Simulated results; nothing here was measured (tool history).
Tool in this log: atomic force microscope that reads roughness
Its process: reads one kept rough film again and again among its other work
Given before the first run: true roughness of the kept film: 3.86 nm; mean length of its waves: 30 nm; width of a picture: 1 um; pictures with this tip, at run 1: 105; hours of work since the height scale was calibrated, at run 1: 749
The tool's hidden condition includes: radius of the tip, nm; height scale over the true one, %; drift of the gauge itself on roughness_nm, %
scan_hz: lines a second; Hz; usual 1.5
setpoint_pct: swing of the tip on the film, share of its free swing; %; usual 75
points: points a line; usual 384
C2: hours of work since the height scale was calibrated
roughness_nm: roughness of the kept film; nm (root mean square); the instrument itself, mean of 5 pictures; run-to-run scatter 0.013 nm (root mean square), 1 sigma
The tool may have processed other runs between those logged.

run 1 hour=0 | scan_hz=1.5 setpoint_pct=75 points=384 | pictures_with_this_tip=105 C2=749 | roughness_nm=2.582
run 2 hour=57 | scan_hz=1.5 setpoint_pct=75 points=384 | pictures_with_this_tip=201 C2=791 | roughness_nm=2.275
-- hour=69.7 new tip fitted
run 3 hour=120.4 | scan_hz=1.5 setpoint_pct=75 points=384 | pictures_with_this_tip=85 C2=837 | roughness_nm=2.732
run 4 hour=167.6 | scan_hz=1.5 setpoint_pct=75 points=384 | pictures_with_this_tip=164 C2=872 | roughness_nm=2.471
-- hour=198.7 new tip fitted
run 5 hour=230.1 | scan_hz=1.5 setpoint_pct=75 points=384 | pictures_with_this_tip=52 C2=917 | roughness_nm=2.876
run 6 hour=277.4 | scan_hz=1.5 setpoint_pct=75 points=384 | pictures_with_this_tip=132 C2=951 | roughness_nm=2.606
run 7 hour=313.9 | scan_hz=1.5 setpoint_pct=75 points=384 | pictures_with_this_tip=193 C2=978 | roughness_nm=2.395
-- hour=329.2 new tip fitted
run 8 hour=343.9 | scan_hz=1.5 setpoint_pct=79 points=384 | pictures_with_this_tip=24 C2=1000 | roughness_nm=2.969
run 9 hour=375.5 | scan_hz=1.5 setpoint_pct=79 points=384 | pictures_with_this_tip=77 C2=1023 | roughness_nm=2.738
run 10 hour=404 | scan_hz=1.5 setpoint_pct=79 points=384 | pictures_with_this_tip=125 C2=1044 | roughness_nm=2.547
run 11 hour=456.9 | scan_hz=1.5 setpoint_pct=75 points=384 | pictures_with_this_tip=214 C2=1082 | roughness_nm=2.299
-- hour=461.9 new tip fitted
run 12 hour=499.8 | scan_hz=1.5 setpoint_pct=75 points=384 | pictures_with_this_tip=63 C2=1113 | roughness_nm=2.798
run 13 hour=556.5 | scan_hz=1.5 setpoint_pct=75 points=384 | pictures_with_this_tip=158 C2=1155 | roughness_nm=2.422
-- hour=595.4 new tip fitted
run 14 hour=599 | scan_hz=1.5 setpoint_pct=75 points=412 | pictures_with_this_tip=6 C2=1185 | roughness_nm=3.13
run 15 hour=656.1 | scan_hz=1.5 setpoint_pct=69 points=384 | pictures_with_this_tip=101 C2=1227 | roughness_nm=2.719
run 16 hour=696.5 | scan_hz=1.5 setpoint_pct=69 points=384 | pictures_with_this_tip=169 C2=1257 | roughness_nm=2.435
run 17 hour=724.1 | scan_hz=1.5 setpoint_pct=75 points=318 | pictures_with_this_tip=215 C2=1277 | roughness_nm=2.243
-- hour=730.3 new tip fitted
run 18 hour=758.2 | scan_hz=1.5 setpoint_pct=75 points=318 | pictures_with_this_tip=47 C2=1301 | roughness_nm=2.895
run 19 hour=788.7 | scan_hz=1.5 setpoint_pct=75 points=384 | pictures_with_this_tip=98 C2=1324 | roughness_nm=2.686
run 20 hour=839.6 | scan_hz=1.5 setpoint_pct=75 points=384 | pictures_with_this_tip=183 C2=1361 | roughness_nm=2.389
-- hour=860.8 new tip fitted
run 21 hour=891.2 | scan_hz=1.5 setpoint_pct=84 points=384 | pictures_with_this_tip=51 C2=1398 | roughness_nm=2.779
run 22 hour=925.7 | scan_hz=1.5 setpoint_pct=84 points=384 | pictures_with_this_tip=109 C2=1423 | roughness_nm=2.532
run 23 hour=974 | scan_hz=1.5 setpoint_pct=84 points=384 | pictures_with_this_tip=190 C2=1459 | roughness_nm=2.269
-- hour=994.4 new tip fitted
run 24 hour=1001.8 | scan_hz=1.5 setpoint_pct=84 points=384 | pictures_with_this_tip=13 C2=1479 | roughness_nm=2.932
run 25 hour=1048.2 | scan_hz=1.5 setpoint_pct=82 points=384 | pictures_with_this_tip=91 C2=1513 | roughness_nm=2.604
run 26 hour=1076 | scan_hz=1.69 setpoint_pct=56 points=873 | pictures_with_this_tip=137 C2=1533 | roughness_nm=2.682
run 27 hour=1113.1 | scan_hz=1.28 setpoint_pct=75 points=398 | pictures_with_this_tip=200 C2=1560 | roughness_nm=2.351
-- hour=1125.7 new tip fitted
run 28 hour=1151.3 | scan_hz=0.71 setpoint_pct=82 points=510 | pictures_with_this_tip=43 C2=1588 | roughness_nm=2.976
run 29 hour=1179.2 | scan_hz=0.71 setpoint_pct=82 points=510 | pictures_with_this_tip=90 C2=1608 | roughness_nm=2.786
run 30 hour=1227.1 | scan_hz=1.5 setpoint_pct=75 points=377 | pictures_with_this_tip=170 C2=1643 | roughness_nm=2.415
-- hour=1256.7 new tip fitted
run 31 hour=1289.5 | scan_hz=1.28 setpoint_pct=81 points=860 | pictures_with_this_tip=55 C2=1688 | roughness_nm=2.843
run 32 hour=1318.3 | scan_hz=1.5 setpoint_pct=65 points=609 | pictures_with_this_tip=103 C2=1709 | roughness_nm=2.747
run 33 hour=1380.5 | scan_hz=1.66 setpoint_pct=80 points=296 | pictures_with_this_tip=207 C2=1755 | roughness_nm=2.186
-- hour=1388.6 new tip fitted
run 34 hour=1438.6 | scan_hz=1.01 setpoint_pct=72 points=837 | pictures_with_this_tip=84 C2=1797 | roughness_nm=2.876
run 35 hour=1479.6 | scan_hz=2.01 setpoint_pct=75 points=809 | pictures_with_this_tip=153 C2=1827 | roughness_nm=2.438
-- hour=1520.4 new tip fitted
run 36 hour=1546 | scan_hz=1.38 setpoint_pct=68 points=809 | pictures_with_this_tip=43 C2=1875 | roughness_nm=3.03
run 37 hour=1577.6 | scan_hz=3.18 setpoint_pct=74 points=783 | pictures_with_this_tip=96 C2=1898 | roughness_nm=2.494
run 38 hour=1608.1 | scan_hz=3.18 setpoint_pct=74 points=783 | pictures_with_this_tip=148 C2=1920 | roughness_nm=2.285
run 39 hour=1642.4 | scan_hz=2.77 setpoint_pct=74 points=418 | pictures_with_this_tip=205 C2=1946 | roughness_nm=2.157
-- hour=1652.1 new tip fitted
run 40 hour=1689.8 | scan_hz=1.53 setpoint_pct=77 points=299 | pictures_with_this_tip=63 C2=1980 | roughness_nm=2.823
run 41 hour=1722.6 | scan_hz=0.63 setpoint_pct=77 points=299 | pictures_with_this_tip=118 C2=2004 | roughness_nm=2.745
run 42 hour=1762.1 | scan_hz=0.7 setpoint_pct=81 points=384 | pictures_with_this_tip=184 C2=2033 | roughness_nm=2.482
-- hour=1784.3 new tip fitted
run 43 hour=1789.8 | scan_hz=0.89 setpoint_pct=76 points=384 | pictures_with_this_tip=10 C2=2053 | roughness_nm=3.203
run 44 hour=1834.6 | scan_hz=1.5 setpoint_pct=66 points=818 | pictures_with_this_tip=85 C2=2085 | roughness_nm=2.856
run 45 hour=1863.3 | scan_hz=2.72 setpoint_pct=75 points=384 | pictures_with_this_tip=133 C2=2106 | roughness_nm=2.427
run 46 hour=1912.1 | scan_hz=2.72 setpoint_pct=75 points=384 | pictures_with_this_tip=215 C2=2142 | roughness_nm=2.16
-- hour=1918.9 new tip fitted
-- hour=1951.7 height scale calibrated on a step standard
run 47 hour=1957.5 | scan_hz=0.75 setpoint_pct=66 points=430 | pictures_with_this_tip=64 C2=4 | roughness_nm=2.95
run 48 hour=2019.3 | scan_hz=0.75 setpoint_pct=66 points=430 | pictures_with_this_tip=167 C2=49 | roughness_nm=2.539
-- hour=2052 new tip fitted
run 49 hour=2076.6 | scan_hz=2.48 setpoint_pct=75 points=968 | pictures_with_this_tip=41 C2=91 | roughness_nm=2.773
run 50 hour=2123.5 | scan_hz=0.56 setpoint_pct=55 points=730 | pictures_with_this_tip=120 C2=125 | roughness_nm=2.782

Forecast each of these 3 alternatives for the next run:
run A hour=2172.5 | scan_hz=1.5 setpoint_pct=65 points=384 | pictures_with_this_tip=202 C2=161 | roughness_nm=?
run B hour=2172.5 | scan_hz=2.83 setpoint_pct=58 points=489 | pictures_with_this_tip=202 C2=161 | roughness_nm=?
run C hour=2172.5 | scan_hz=0.56 setpoint_pct=55 points=338 | pictures_with_this_tip=202 C2=161 | roughness_nm=?

run=A roughness_nm=2.372
run=B roughness_nm=2.341
run=C roughness_nm=2.449
What these runs would have given with no unlogged condition in the tool:
run=A roughness_nm=3.277
run=B roughness_nm=3.232
run=C roughness_nm=3.386
